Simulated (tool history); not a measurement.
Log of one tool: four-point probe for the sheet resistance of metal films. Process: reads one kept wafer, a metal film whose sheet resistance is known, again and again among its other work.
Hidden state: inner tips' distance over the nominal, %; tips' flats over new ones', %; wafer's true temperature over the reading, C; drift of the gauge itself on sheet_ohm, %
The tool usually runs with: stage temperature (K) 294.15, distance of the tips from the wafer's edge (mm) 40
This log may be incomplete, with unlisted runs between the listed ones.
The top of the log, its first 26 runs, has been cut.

| run | hour | stage temperature (K) | distance of the tips from the wafer's edge (mm) | touches since the probe head was changed | hours of work since the stage's thermometer was calibrated | sheet resistance as the instrument gives it (ohm/square) |
|---|---|---|---|---|---|---|
| 27 | 1041.3 | 295.15 | 37 | 132927 | 1387 | 29.203336 |
| 28 | 1079.4 | 294.15 | 30 | 135188 | 1415 | 29.209259 |
| 29 | 1118.1 | 291.15 | 41 | 137489 | 1444 | 29.192042 |
| 30 | 1169.8 | 292.15 | 12 | 140564 | 1483 | 29.21434 |
| 31 | 1197.8 | 299.15 | 40 | 142224 | 1504 | 29.207388 |
| 32 | 1244.3 | 299.15 | 5 | 144990 | 1538 | 29.363695 |
| 33 | 1299.7 | 295.15 | 10 | 148282 | 1580 | 29.243813 |
| 34 | 1350 | 300.15 | 10 | 151271 | 1617 | 29.254337 |
| 35 | 1377.3 | 300.15 | 10 | 152893 | 1637 | 29.254561 |
| 36 | 1401.7 | 300.15 | 30 | 154341 | 1656 | 29.223114 |
| 37 | 1441.1 | 300.15 | 30 | 156687 | 1685 | 29.211261 |
| 38 | 1474.9 | 300.15 | 30 | 158693 | 1710 | 29.216253 |
| 39 | 1515.4 | 300.15 | 9 | 161099 | 1740 | 29.251206 |
| 40 | 1547.4 | 297.15 | 23 | 163004 | 1764 | 29.192514 |
| 41 | 1594.1 | 293.15 | 72 | 165776 | 1799 | 29.185417 |
| 42 | 1644.9 | 300.15 | 5 | 168798 | 1837 | 29.372402 |
| 43 | 1672 | 297.15 | 40 | 170406 | 1857 | 29.206562 |
| 44 | 1705.2 | 297.15 | 6 | 172379 | 1882 | 29.3079 |

Below are 4 alternative next runs, each starting from the tool's condition after run 44. Predict each:
| A | 1757.6 | 300.15 | 40 | 175496 | 1921 | ? |
| B | 1757.6 | 294.15 | 4 | 175496 | 1921 | ? |
| C | 1757.6 | 307.15 | 5 | 175496 | 1921 | ? |
| D | 1757.6 | 308.15 | 32 | 175496 | 1921 | ? |

| run | sheet resistance as the instrument gives it (ohm/square) |
|---|---|
| A | 29.199265 |
| B | 29.414116 |
| C | 29.388885 |
| D | 29.242501 |
Without the tool's hidden state the same runs would have given:
| run | sheet resistance as the instrument gives it (ohm/square) |
|---|---|
| A | 29.437273 |
| B | 29.653025 |
| C | 29.629086 |
| D | 29.48172 |
